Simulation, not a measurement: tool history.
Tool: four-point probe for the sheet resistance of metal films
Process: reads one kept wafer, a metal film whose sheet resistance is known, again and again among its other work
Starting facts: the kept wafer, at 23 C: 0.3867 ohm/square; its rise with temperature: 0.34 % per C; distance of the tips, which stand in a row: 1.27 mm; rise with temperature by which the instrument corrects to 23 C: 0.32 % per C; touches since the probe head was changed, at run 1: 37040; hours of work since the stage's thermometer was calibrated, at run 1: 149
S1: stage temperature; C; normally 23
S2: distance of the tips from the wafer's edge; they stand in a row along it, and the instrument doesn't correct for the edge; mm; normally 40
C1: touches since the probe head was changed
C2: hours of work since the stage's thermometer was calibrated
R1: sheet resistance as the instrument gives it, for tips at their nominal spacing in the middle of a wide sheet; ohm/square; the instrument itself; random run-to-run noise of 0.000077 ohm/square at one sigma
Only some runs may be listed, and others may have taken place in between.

| run | hour | S1 | S2 | C1 | C2 | R1 |
|---|---|---|---|---|---|---|
| 1 | 0 | 23 | 40 | 37040 | 149 | 0.387009 |
| 2 | 65 | 23 | 40 | 39032 | 183 | 0.387275 |
| 3 | 127.3 | 23 | 40 | 40944 | 216 | 0.387169 |
| 4 | 169.7 | 23 | 16 | 42244 | 238 | 0.388341 |
| 5 | 244.7 | 23 | 16 | 44541 | 277 | 0.388456 |
| 6 | 321.8 | 23 | 16 | 46906 | 317 | 0.388255 |
| 7 | 399.8 | 20 | 16 | 49297 | 358 | 0.388221 |
| 8 | 489.2 | 23 | 16 | 52037 | 405 | 0.388678 |
| 9 | 555.7 | 23 | 16 | 54077 | 440 | 0.388677 |
| 10 | 605.8 | 23 | 16 | 55613 | 466 | 0.388636 |
| 11 | 683.2 | 19 | 16 | 57984 | 506 | 0.3886 |
| 12 | 771.1 | 27 | 40 | 60680 | 552 | 0.387871 |
| 13 | 857.7 | 27 | 67 | 63335 | 597 | 0.387839 |
| 14 | 899.6 | 27 | 67 | 64620 | 619 | 0.387845 |
| 15 | 983.6 | 27 | 67 | 67193 | 663 | 0.388046 |
| 16 | 1024.6 | 27 | 67 | 68451 | 684 | 0.38794 |
| 17 | 1116.4 | 19 | 40 | 71265 | 732 | 0.38771 |
| 18 | 1199.2 | 19 | 40 | 73804 | 776 | 0.387821 |
| 19 | 1285.2 | 19 | 40 | 76439 | 820 | 0.387863 |
| 20 | 1342.1 | 19 | 40 | 78184 | 850 | 0.38792 |
| 21 | 1407.8 | 19 | 40 | 80198 | 884 | 0.387841 |
| 22 | 1482.4 | 19 | 40 | 82487 | 923 | 0.387925 |
| 23 | 1560.4 | 32 | 24 | 84876 | 964 | 0.389092 |
| 24 | 1618.5 | 19 | 7 | 86657 | 995 | 0.394693 |
| 25 | 1672.1 | 26 | 7 | 88302 | 1023 | 0.395081 |
| 26 | 1737.3 | 26 | 7 | 90299 | 1057 | 0.395153 |
| 27 | 1783.1 | 25 | 5 | 91705 | 1080 | 0.401432 |
| 28 | 1861.2 | 24 | 16 | 94099 | 1121 | 0.389734 |
| 29 | 1909.8 | 28 | 40 | 95589 | 1147 | 0.388767 |
| 30 | 1987.6 | 28 | 40 | 97973 | 1187 | 0.388896 |
| 31 | 2061.8 | 28 | 40 | 100249 | 1226 | 0.388869 |
| 32 | 2101.6 | 30 | 40 | 101469 | 1247 | 0.389075 |
| 33 | 2156.2 | 30 | 20 | 103143 | 1275 | 0.38978 |
| 34 | 2242.5 | 31 | 53 | 105786 | 1320 | 0.389133 |
| 35 | 2292.2 | 27 | 39 | 107313 | 1346 | 0.389166 |
| 36 | 2342.9 | 27 | 39 | 108865 | 1373 | 0.389193 |
| 37 | 2396.9 | 21 | 18 | 110520 | 1401 | 0.389754 |
| 38 | 2487.8 | 27 | 30 | 113308 | 1448 | 0.38953 |
| 39 | 2534.5 | 26 | 8 | 114741 | 1473 | 0.394359 |
| 40 | 2619 | 20 | 37 | 117331 | 1517 | 0.389037 |
| 41 | 2672.6 | 27 | 58 | 118972 | 1545 | 0.389334 |
| 42 | 2713 | 20 | 8 | 120212 | 1566 | 0.394024 |
| 43 | 2801.3 | 26 | 8 | 122920 | 1612 | 0.394508 |
| 44 | 2868.5 | 22 | 4 | 124978 | 1647 | 0.409018 |

Branching from run 44: 4 alternative next runs. What would each branch give?
| A | 2909.2 | 31 | 31 | 126225 | 1669 | ? |
| B | 2909.2 | 34 | 17 | 126225 | 1669 | ? |
| C | 2909.2 | 22 | 15 | 126225 | 1669 | ? |
| D | 2909.2 | 23 | 74 | 126225 | 1669 | ? |

| run | R1 |
|---|---|
| A | 0.389944 |
| B | 0.390885 |
| C | 0.390745 |
| D | 0.389216 |
Had the tool no hidden state, the same runs would have come out as:
| run | R1 |
|---|---|
| A | 0.38748 |
| B | 0.388411 |
| C | 0.388291 |
| D | 0.386769 |
